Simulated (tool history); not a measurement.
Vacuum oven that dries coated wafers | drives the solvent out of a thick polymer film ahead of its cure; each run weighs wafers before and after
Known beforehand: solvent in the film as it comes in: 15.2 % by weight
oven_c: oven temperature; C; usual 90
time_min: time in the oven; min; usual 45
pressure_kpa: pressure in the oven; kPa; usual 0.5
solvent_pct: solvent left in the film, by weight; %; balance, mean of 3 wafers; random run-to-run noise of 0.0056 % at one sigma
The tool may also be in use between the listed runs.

run   hour  oven_c  time_min  pressure_kpa  solvent_pct
  1      0      90        45           0.5        0.919
      12.8  -- oven's thermocouples calibrated
  2   32.6      90        45           0.5        1.031
  3   54.5      90        45         1.007        1.165
  4   84.1      90        45           0.5        1.035
  5  114.6      90        45           0.5        1.023
  6  137.8      90        45           0.5        1.017
  7  159.6      90        45           0.5        1.024
  8  178.8      90        45           0.5        1.009
  9    199      90        45           0.5         1.02
 10  228.6      90        45         1.235        1.218
 11  260.7      90        45           0.5         1.02
 12  278.9      90        45           0.5        1.016
 13    298     102        26         1.063        0.608
 14  330.7      90        59         1.123        0.731
 15  363.6      90        38           0.5        1.417
 16  388.1      90        38           0.5        1.417
 17  419.2      90        36         1.988        1.967
 18  439.5      90        23         0.652        3.232
 19  472.2      90        23         0.652        3.222
 20  502.9      90        46         1.571        1.252
 21  526.6      90        46         1.571        1.239
 22  541.6      90        45          1.12         1.16
 23  572.1      90        45          0.38        0.952
 24  588.2      99        66         0.258        0.121

Each row is a separate what-if for the run after 24, all from the same tool condition, not one after another. Results?
  A  616.9      90        30           0.5            ?
  B  616.9      99        66         1.529            ?
  C  616.9      86        66         0.258            ?
  D  616.9      96        25         0.504            ?
  E  616.9      90        32         0.317            ?

run  solvent_pct
  A        2.123
  B         0.39
  C        0.738
  D        1.388
  E        1.867
What these runs would have given with no unlogged condition in the tool:
run  solvent_pct
  A        2.211
  B        0.337
  C        0.724
  D        1.451
  E        1.945
